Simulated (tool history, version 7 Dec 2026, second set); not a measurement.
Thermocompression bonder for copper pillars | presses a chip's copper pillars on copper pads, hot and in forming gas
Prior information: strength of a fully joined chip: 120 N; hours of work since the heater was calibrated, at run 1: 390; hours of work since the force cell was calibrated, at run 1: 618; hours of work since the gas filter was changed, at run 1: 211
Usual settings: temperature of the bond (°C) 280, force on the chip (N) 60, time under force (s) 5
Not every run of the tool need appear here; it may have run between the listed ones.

run	day	temperature of the bond (°C)	force on the chip (N)	time under force (s)	hours of work since the heater was calibrated	hours of work since the force cell was calibrated	hours of work since the gas filter was changed	force that shears a chip off (N)
1	0	280	60	5	390	618	211	47.8
2	0.662	280	60	5	401	629	222	48.6
3	1.746	280	60	5	419	648	241	49.5
# day 2.712: forming gas filter changed
4	3.079	280	60	5	441	670	6	47.5
5	4.05	280	60	5	457	686	22	49.1
# day 5.283: force cell calibrated
6	5.283	280	49	5	477	0	42	42.1
7	5.896	308	60	5	487	10	52	64.5
8	7.117	308	60	5	508	31	73	64.9
9	8.3	308	60	5	528	51	93	63.4
10	8.921	308	60	5	538	61	103	64.8
11	9.758	280	60	5	552	75	117	48
12	10.879	280	41	4	571	94	136	34.4
13	12	251	73	4	590	113	155	36.4
14	12.779	251	73	6	603	126	168	42.5
15	13.446	291	52	6	614	137	179	53.7
16	14.175	291	52	6	626	149	192	53.5
17	15.267	262	58	6	645	168	210	41.5
18	16.721	281	43	11	669	192	234	52.5
19	17.925	305	48	3	689	212	254	45.3
# day 18.067: forming gas filter changed
20	18.683	305	48	3	702	225	10	45.2
21	20.096	260	60	10	725	248	34	52.3

Below are 4 alternative next runs, each starting from the tool's condition after run 21. Predict each:
A	21.246	269	50	5	745	268	53	?
B	21.246	280	60	5	745	268	53	?
C	21.246	259	56	10	745	268	53	?
D	21.246	253	60	10	745	268	53	?

run	force that shears a chip off (N)
A	37.3
B	49.3
C	47.3
D	47
The same runs, with their run-to-run variation unchanged, on a tool lacking any hidden condition would have given:
run	force that shears a chip off (N)
A	37.4
B	49.4
C	47.5
D	47.1

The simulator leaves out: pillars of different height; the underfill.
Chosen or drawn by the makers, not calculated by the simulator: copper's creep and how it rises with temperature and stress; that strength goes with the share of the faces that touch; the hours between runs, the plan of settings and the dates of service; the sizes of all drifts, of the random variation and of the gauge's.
